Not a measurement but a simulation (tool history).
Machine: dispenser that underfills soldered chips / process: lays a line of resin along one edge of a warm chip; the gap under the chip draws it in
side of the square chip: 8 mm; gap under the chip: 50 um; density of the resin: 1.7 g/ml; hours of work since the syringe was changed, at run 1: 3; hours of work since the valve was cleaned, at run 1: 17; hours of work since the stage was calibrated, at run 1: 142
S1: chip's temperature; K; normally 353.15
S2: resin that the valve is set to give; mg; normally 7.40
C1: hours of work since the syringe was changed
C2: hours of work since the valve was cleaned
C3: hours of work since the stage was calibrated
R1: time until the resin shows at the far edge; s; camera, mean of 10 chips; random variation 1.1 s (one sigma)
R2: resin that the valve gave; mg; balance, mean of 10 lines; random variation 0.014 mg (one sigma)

run	hour	S1	S2	C1	C2	C3	R1	R2
1	0.0	353.15	7.40	3	17	142	133.1	7.32
# hour 5.2: new syringe of resin
2	5.2	353.15	7.40	0	21	146	117.5	7.31
3	11.5	353.15	7.40	5	26	151	148.8	7.32
# hour 14.2: new syringe of resin
4	15.2	353.15	7.40	1	29	154	114.8	7.30
5	20.5	353.15	7.82	5	33	158	139.9	7.67
# hour 23.3: new syringe of resin
6	24.7	359.15	7.74	1	36	161	88.9	7.58
7	28.1	353.15	9.51	4	39	164	132.8	9.30
# hour 32.1: new syringe of resin
8	32.2	353.15	9.51	0	42	167	111.0	9.33
9	38.1	365.15	9.18	5	46	171	74.7	8.96
# hour 41.0: new syringe of resin
10	42.5	346.15	9.26	1	50	174	170.3	9.03

Below, some changes in R1 between adjacent runs. For each, the amount present without the hidden state too (settings, incoming material, random variation) and the amount remaining for the hidden state with gauge scatter not shared by both compared results:
What the log doesn't record here: resin's viscosity, % of fresh resin's; dose that the valve gives, % of what is set; true chip temperature over the reading, C; drift of the gauge itself on fill_s, %; drift of the gauge itself on given_mg, %.
Run 2 -> 3: settings left as they were, no log entry in between. R1 +31.3 s: hidden state +30.3, all else +1.0.
Run 9 -> 10: S1 365.15 -> 346.15, S2 9.18 -> 9.26, new syringe of resin. R1 +95.6 s: hidden state +0.2, all else +95.4.
